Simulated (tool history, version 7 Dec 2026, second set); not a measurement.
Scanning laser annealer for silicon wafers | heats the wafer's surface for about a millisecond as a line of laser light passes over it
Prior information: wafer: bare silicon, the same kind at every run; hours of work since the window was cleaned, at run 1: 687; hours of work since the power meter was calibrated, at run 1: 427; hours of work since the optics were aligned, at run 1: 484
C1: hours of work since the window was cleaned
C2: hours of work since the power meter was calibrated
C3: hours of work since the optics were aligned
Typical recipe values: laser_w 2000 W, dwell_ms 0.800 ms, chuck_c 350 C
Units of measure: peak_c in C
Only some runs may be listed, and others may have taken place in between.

Run 1, hour 0.0: usual settings; C1 687; C2 427; C3 484. Result: peak_c 1100 C.
Run 2, hour 15.7: usual settings; C1 698; C2 438; C3 494. Result: peak_c 1099 C.
Run 3, hour 30.7: usual settings but chuck_c 357 C; C1 707; C2 448; C3 504. Result: peak_c 1106 C.
Run 4, hour 45.4: usual settings; C1 717; C2 457; C3 514. Result: peak_c 1095 C.
Run 5, hour 56.7: usual settings but chuck_c 379 C; C1 725; C2 465; C3 521. Result: peak_c 1125 C.
Run 6, hour 71.9: usual settings but chuck_c 379 C; C1 735; C2 475; C3 531. Result: peak_c 1126 C.
Run 7, hour 84.5: usual settings; C1 743; C2 483; C3 540. Result: peak_c 1098 C.
Run 8, hour 92.7: usual settings; C1 748; C2 489; C3 545. Result: peak_c 1097 C.
Run 9, hour 101.4: usual settings; C1 754; C2 494; C3 551. Result: peak_c 1093 C.
Run 10, hour 110.5: usual settings; C1 760; C2 500; C3 557. Result: peak_c 1098 C.
Run 11, hour 126.4: usual settings; C1 771; C2 511; C3 567. Result: peak_c 1093 C.
Run 12, hour 134.3: usual settings but chuck_c 356 C; C1 776; C2 516; C3 573. Result: peak_c 1098 C.
Run 13, hour 141.2: usual settings but dwell_ms 0.823 ms; C1 781; C2 521; C3 577. Result: peak_c 1100 C.
Run 14, hour 148.4: usual settings but dwell_ms 0.866 ms; C1 785; C2 526; C3 582. Result: peak_c 1119 C.
Run 15, hour 161.7: usual settings but laser_w 1980 W, dwell_ms 0.802 ms, chuck_c 342 C; C1 794; C2 534; C3 591. Result: peak_c 1076 C.
Run 16, hour 170.9: usual settings but laser_w 2116 W, chuck_c 365 C; C1 800; C2 540; C3 597. Result: peak_c 1150 C.
Run 17, hour 182.2: usual settings but laser_w 1988 W, dwell_ms 0.734 ms, chuck_c 334 C; C1 808; C2 548; C3 604. Result: peak_c 1045 C.
Run 18, hour 197.7: usual settings but laser_w 1818 W, dwell_ms 0.989 ms, chuck_c 384 C; C1 818; C2 558; C3 615. Result: peak_c 1128 C.
Run 19, hour 205.4: usual settings but laser_w 1818 W, dwell_ms 0.989 ms, chuck_c 384 C; C1 823; C2 563; C3 620. Result: peak_c 1122 C.
Run 20, hour 220.4: usual settings but laser_w 1991 W, dwell_ms 0.707 ms, chuck_c 384 C; C1 833; C2 573; C3 630. Result: peak_c 1081 C.
Run 21, hour 227.4: usual settings but laser_w 1850 W, dwell_ms 0.787 ms, chuck_c 356 C; C1 838; C2 578; C3 634. Result: peak_c 1037 C.
Run 22, hour 242.3: usual settings but laser_w 1785 W, dwell_ms 0.927 ms; C1 847; C2 588; C3 644. Result: peak_c 1059 C.
Run 23, hour 250.7: usual settings but laser_w 1816 W, dwell_ms 0.570 ms; C1 853; C2 593; C3 650. Result: peak_c 932 C.

The logged runs with the hidden state left out (each run's random variation unchanged):
What the log doesn't record here: light that passes the window, % of a clean one's; laser's true power over the reading, %; width of the line over the set one, %; drift of the gauge itself on peak_c, C.
run  peak_c
  1    1139
  2    1139
  3    1146
  4    1136
  5    1166
  6    1167
  7    1140
  8    1139
  9    1136
 10    1141
 11    1137
 12    1142
 13    1145
 14    1165
 15    1121
 16    1198
 17    1089
 18    1174
 19    1169
 20    1125
 21    1081
 22    1105
 23     971

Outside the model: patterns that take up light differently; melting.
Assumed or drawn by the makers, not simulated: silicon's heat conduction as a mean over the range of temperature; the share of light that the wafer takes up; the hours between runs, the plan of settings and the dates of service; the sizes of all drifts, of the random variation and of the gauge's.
